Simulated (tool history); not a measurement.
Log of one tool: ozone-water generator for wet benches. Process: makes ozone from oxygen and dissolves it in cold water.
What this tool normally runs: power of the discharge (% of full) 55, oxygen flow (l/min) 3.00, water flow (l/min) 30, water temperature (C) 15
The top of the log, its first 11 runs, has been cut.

run	hour	power of the discharge (% of full)	oxygen flow (l/min)	water flow (l/min)	water temperature (C)	dissolved ozone (ppm)	ozone in the gas ahead of the water (g/m3)
12	221.0	53	3.00	30	15	13.6	220.7
13	246.1	55	3.00	25	15	16.4	226.9
14	267.1	55	3.00	25	15	16.5	226.6
15	282.0	55	2.61	25	15	15.8	245.7
16	307.8	55	2.61	25	15	16.0	247.1
17	331.7	43	3.00	30	15	11.6	188.3
18	347.4	53	3.53	27	15	15.4	201.5
19	366.0	42	3.27	18	7	19.3	173.2
20	390.2	81	2.51	27	11	20.0	333.0
21	403.2	81	2.51	27	11	19.9	333.5
22	432.3	81	2.51	27	11	20.2	335.0
23	451.5	61	4.86	43	10	12.1	182.7
24	477.2	55	3.00	41	12	10.6	227.1
25	506.5	74	3.00	30	10	17.9	278.5
26	536.6	55	2.61	30	15	13.5	242.3
27	555.5	55	2.61	30	10	14.1	243.1
28	573.2	48	3.00	41	15	9.3	200.0
29	598.1	43	4.04	22	15	15.3	155.9
30	612.6	43	4.01	22	15	15.3	156.7
31	633.5	43	4.01	22	15	15.5	156.3
32	659.8	43	4.01	22	15	15.3	157.1
33	687.5	55	3.00	25	19	15.7	223.7

Below are 3 alternative next runs, each starting from the tool's condition after run 33. Predict each:
A	700.4	87	3.00	42	11	?	?
B	700.4	98	3.00	25	13	?	?
C	700.4	55	3.00	30	9	?	?

run	dissolved ozone (ppm)	ozone in the gas ahead of the water (g/m3)
A	14.0	313.3
B	24.9	340.8
C	14.3	223.9
Without the tool's unlogged condition, the same runs would have read:
run	dissolved ozone (ppm)	ozone in the gas ahead of the water (g/m3)
A	15.5	331.4
B	27.4	362.0
C	15.6	232.9
